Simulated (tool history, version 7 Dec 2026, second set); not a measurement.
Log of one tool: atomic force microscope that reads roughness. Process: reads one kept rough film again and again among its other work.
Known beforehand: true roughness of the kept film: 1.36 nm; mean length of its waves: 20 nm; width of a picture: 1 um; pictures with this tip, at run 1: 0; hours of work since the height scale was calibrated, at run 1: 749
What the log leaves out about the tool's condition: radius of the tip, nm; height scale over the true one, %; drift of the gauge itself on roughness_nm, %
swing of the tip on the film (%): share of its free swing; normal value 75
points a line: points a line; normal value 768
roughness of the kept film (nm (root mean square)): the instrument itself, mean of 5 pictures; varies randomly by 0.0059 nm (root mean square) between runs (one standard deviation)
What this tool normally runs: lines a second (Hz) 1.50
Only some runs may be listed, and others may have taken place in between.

run,hour,lines a second (Hz),swing of the tip on the film (%),points a line,pictures with this tip,hours of work since the height scale was calibrated,roughness of the kept film (nm (root mean square))
1,0.0,1.50,75,768,0,749,1.087
2,21.2,1.50,75,768,38,765,1.032
3,46.2,1.50,75,768,81,784,0.954
4,74.1,1.50,75,768,130,804,0.874
# hour 88.4: new tip fitted
5,93.3,1.50,75,776,8,818,1.080
6,115.6,1.50,75,776,48,835,1.010
7,130.5,1.50,75,776,74,846,0.953
8,149.9,0.79,75,768,108,860,0.952
9,169.7,0.79,75,768,143,875,0.902
# hour 176.5: new tip fitted
10,183.3,0.79,75,768,12,885,1.099
11,210.8,0.79,75,768,60,905,1.018
12,239.4,0.83,55,852,110,926,0.975
# hour 263.6: new tip fitted
13,263.6,1.50,64,631,0,944,1.129
14,288.6,1.50,64,631,44,962,1.040
15,301.4,0.86,75,271,66,972,0.974
16,319.2,0.86,75,574,97,985,0.949
17,340.1,0.76,77,322,134,1001,0.884
# hour 350.8: new tip fitted
18,366.4,0.76,77,322,28,1020,1.052
19,385.6,2.15,68,768,61,1034,0.981
20,410.9,3.03,81,569,106,1053,0.790
21,426.6,1.26,72,956,133,1065,0.893

Hidden condition of the tool, last listed run before each entry between runs versus first listed run after:
Runs 4 to 5: new tip fitted (hour 88.4)
  radius of the tip, nm: 29.9 -> 11.4; height scale over the true one, %: -0.25 -> -0.26
  difference, measured minus the result without the unlogged condition, roughness of the kept film (nm (root mean square)): -0.210 -> -0.021
Runs 9 to 10: new tip fitted (hour 176.5)
  radius of the tip, nm: 32 -> 12.7
  difference, measured minus the result without the unlogged condition, roughness of the kept film (nm (root mean square)): -0.237 -> -0.039
Runs 12 to 13: new tip fitted (hour 263.6)
  radius of the tip, nm: 27.6 -> 10.1
  difference, measured minus the result without the unlogged condition, roughness of the kept film (nm (root mean square)): -0.207 -> -0.005
Runs 17 to 18: new tip fitted (hour 350.8)
  radius of the tip, nm: 31.9 -> 14.6; height scale over the true one, %: -0.33 -> -0.34
  difference, measured minus the result without the unlogged condition, roughness of the kept film (nm (root mean square)): -0.231 -> -0.061
